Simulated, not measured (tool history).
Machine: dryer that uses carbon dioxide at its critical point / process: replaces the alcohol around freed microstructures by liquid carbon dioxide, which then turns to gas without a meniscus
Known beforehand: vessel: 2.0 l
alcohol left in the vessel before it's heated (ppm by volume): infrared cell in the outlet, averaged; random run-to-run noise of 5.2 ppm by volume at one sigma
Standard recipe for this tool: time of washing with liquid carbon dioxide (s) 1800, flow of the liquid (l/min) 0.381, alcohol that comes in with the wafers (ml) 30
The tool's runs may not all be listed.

| run | hour | time of washing with liquid carbon dioxide (s) | flow of the liquid (l/min) | alcohol that comes in with the wafers (ml) | alcohol left in the vessel before it's heated (ppm by volume) |
|---|---|---|---|---|---|
| 1 | 0 | 1800 | 0.381 | 30 | 356 |
| 2 | 13.1 | 1800 | 0.381 | 30 | 349 |
| 3 | 26 | 1140 | 0.381 | 30 | 1031 |
|  | 47.5 | inlet filter changed |
| 4 | 47.5 | 1140 | 0.381 | 30 | 862 |
| 5 | 71.3 | 1140 | 0.381 | 30 | 856 |
| 6 | 96.4 | 1140 | 0.381 | 30 | 901 |
| 7 | 121 | 1140 | 0.381 | 30 | 908 |
| 8 | 143.3 | 1800 | 0.381 | 30 | 361 |
| 9 | 159.3 | 1800 | 0.643 | 30 | 271 |
| 10 | 180.1 | 1800 | 0.643 | 30 | 287 |
| 11 | 201 | 1860 | 0.381 | 30 | 366 |
|  | 221.1 | purifier's bed changed |
| 12 | 230.5 | 1860 | 0.381 | 30 | 106 |
| 13 | 255.5 | 1800 | 0.381 | 30 | 138 |
| 14 | 272.4 | 1800 | 0.592 | 30 | 23 |
| 15 | 295 | 1980 | 0.381 | 30 | 85 |
| 16 | 309.2 | 1980 | 0.567 | 39 | 31 |
| 17 | 321.4 | 2280 | 0.567 | 98 | 35 |
| 18 | 340.9 | 1380 | 0.636 | 30 | 60 |
| 19 | 354 | 1380 | 0.636 | 30 | 67 |
| 20 | 373 | 2400 | 0.244 | 74 | 656 |
| 21 | 395.1 | 2100 | 0.381 | 44 | 140 |
| 22 | 410.2 | 2100 | 0.381 | 44 | 137 |
| 23 | 435.3 | 2640 | 0.381 | 30 | 78 |
| 24 | 461.2 | 2100 | 0.457 | 21 | 96 |
| 25 | 474.2 | 1680 | 0.268 | 21 | 555 |
| 26 | 498.9 | 1680 | 0.268 | 21 | 560 |
| 27 | 525 | 1800 | 0.381 | 41 | 268 |
| 28 | 541.1 | 1920 | 0.381 | 41 | 225 |
| 29 | 566 | 2100 | 0.466 | 30 | 112 |

Some steps in alcohol left in the vessel before it's heated (ppm by volume) between neighbouring runs. How much of each would the tool show without its hidden state too (settings, what came in, random variation), and how much is left for the hidden state, with any gauge scatter that isn't in both results?
Hidden state at play: flow that reaches the vessel past the clogged filter, %; alcohol in the recycled carbon dioxide, ppm; drift of the gauge itself on alcohol_ppm, %.
Run 2 -> 3: time of washing with liquid carbon dioxide (s) 1800 -> 1140. alcohol left in the vessel before it's heated (ppm by volume) +682: hidden state +125, all else +557.
Run 3 -> 4: inlet filter changed. alcohol left in the vessel before it's heated (ppm by volume) -169: hidden state -149, all else -20.
Run 11 -> 12: purifier's bed changed. alcohol left in the vessel before it's heated (ppm by volume) -260: hidden state -265, all else +5.
Run 19 -> 20: time of washing with liquid carbon dioxide (s) 1380 -> 2400, flow of the liquid (l/min) 0.636 -> 0.244, alcohol that comes in with the wafers (ml) 30 -> 74. alcohol left in the vessel before it's heated (ppm by volume) +589: hidden state +88, all else +501.
